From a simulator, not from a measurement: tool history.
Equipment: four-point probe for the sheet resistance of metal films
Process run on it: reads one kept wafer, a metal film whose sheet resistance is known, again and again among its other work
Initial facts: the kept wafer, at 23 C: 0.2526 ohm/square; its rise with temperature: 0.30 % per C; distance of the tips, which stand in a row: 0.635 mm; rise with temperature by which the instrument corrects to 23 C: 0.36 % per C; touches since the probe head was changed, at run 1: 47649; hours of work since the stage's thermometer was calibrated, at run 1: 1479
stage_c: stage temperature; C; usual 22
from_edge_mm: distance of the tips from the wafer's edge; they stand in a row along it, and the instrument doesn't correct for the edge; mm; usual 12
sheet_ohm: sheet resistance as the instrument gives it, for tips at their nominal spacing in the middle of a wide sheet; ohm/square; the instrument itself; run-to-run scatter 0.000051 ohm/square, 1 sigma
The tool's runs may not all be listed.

| run | hour | stage_c | from_edge_mm | touches since the probe head was changed | hours of work since the stage's thermometer was calibrated | sheet_ohm |
|---|---|---|---|---|---|---|
| 1 | 0.0 | 22 | 12 | 47649 | 1479 | 0.253203 |
| 2 | 91.4 | 22 | 12 | 49309 | 1548 | 0.253188 |
| 3 | 148.1 | 22 | 15 | 50338 | 1590 | 0.252949 |
| 4 | 246.7 | 22 | 15 | 52129 | 1663 | 0.253035 |
| 5 | 301.7 | 22 | 15 | 53127 | 1704 | 0.252928 |
| 6 | 355.6 | 22 | 15 | 54107 | 1745 | 0.252996 |
| 7 | 422.2 | 22 | 15 | 55315 | 1794 | 0.253044 |
| 8 | 519.2 | 26 | 12 | 57078 | 1867 | 0.252576 |
|  | 562.6 | stage's thermometer calibrated |
| 9 | 607.9 | 26 | 4 | 58678 | 34 | 0.255514 |

The next listed run, before its measurement:
| 10 | 713.6 | 19 | 4 | 60597 | 112 | ? |

Logged for run 10: sheet_ohm 0.256678 ohm/square.
With no hidden state in the tool, this same run would have given sheet_ohm 0.256646 ohm/square.
